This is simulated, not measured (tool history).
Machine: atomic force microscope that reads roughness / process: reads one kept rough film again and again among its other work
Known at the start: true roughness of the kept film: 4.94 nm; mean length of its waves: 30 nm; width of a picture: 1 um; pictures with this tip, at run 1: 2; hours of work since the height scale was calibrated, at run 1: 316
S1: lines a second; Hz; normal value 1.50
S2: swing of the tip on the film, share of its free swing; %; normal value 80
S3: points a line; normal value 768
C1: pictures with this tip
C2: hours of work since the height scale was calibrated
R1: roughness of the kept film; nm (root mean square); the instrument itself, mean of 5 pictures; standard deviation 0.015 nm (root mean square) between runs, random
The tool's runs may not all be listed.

| run | hour | S1 | S2 | S3 | C1 | C2 | R1 |
|---|---|---|---|---|---|---|---|
| 1 | 0.0 | 1.50 | 80 | 768 | 2 | 316 | 3.658 |
| 2 | 17.5 | 1.50 | 80 | 419 | 23 | 327 | 3.459 |
| 3 | 35.5 | 1.50 | 80 | 419 | 45 | 339 | 3.308 |
| 4 | 45.6 | 1.50 | 80 | 768 | 58 | 345 | 3.244 |
| 5 | 64.3 | 1.16 | 80 | 768 | 80 | 356 | 3.172 |
| 6 | 73.4 | 1.50 | 80 | 768 | 92 | 362 | 3.060 |
| 7 | 84.3 | 0.65 | 80 | 768 | 105 | 369 | 3.125 |
|  | 91.8 | new tip fitted |
| 8 | 99.2 | 0.65 | 80 | 768 | 10 | 378 | 3.774 |
| 9 | 120.9 | 0.65 | 80 | 632 | 36 | 391 | 3.585 |
| 10 | 133.1 | 1.50 | 80 | 768 | 51 | 399 | 3.320 |
| 11 | 149.8 | 1.50 | 80 | 768 | 71 | 409 | 3.174 |
| 12 | 159.1 | 1.50 | 80 | 768 | 83 | 415 | 3.112 |
| 13 | 178.8 | 1.87 | 80 | 768 | 107 | 427 | 2.883 |
|  | 184.4 | new tip fitted |
| 14 | 196.8 | 1.87 | 80 | 768 | 15 | 438 | 3.511 |
| 15 | 215.3 | 0.98 | 70 | 769 | 38 | 450 | 3.601 |

For run 16, what comes out?
| 16 | 225.2 | 0.98 | 70 | 769 | 50 | 456 | ? |

R1: 3.532 nm (root mean square)
Without the tool's hidden state the same run would have given R1 3.931 nm (root mean square).
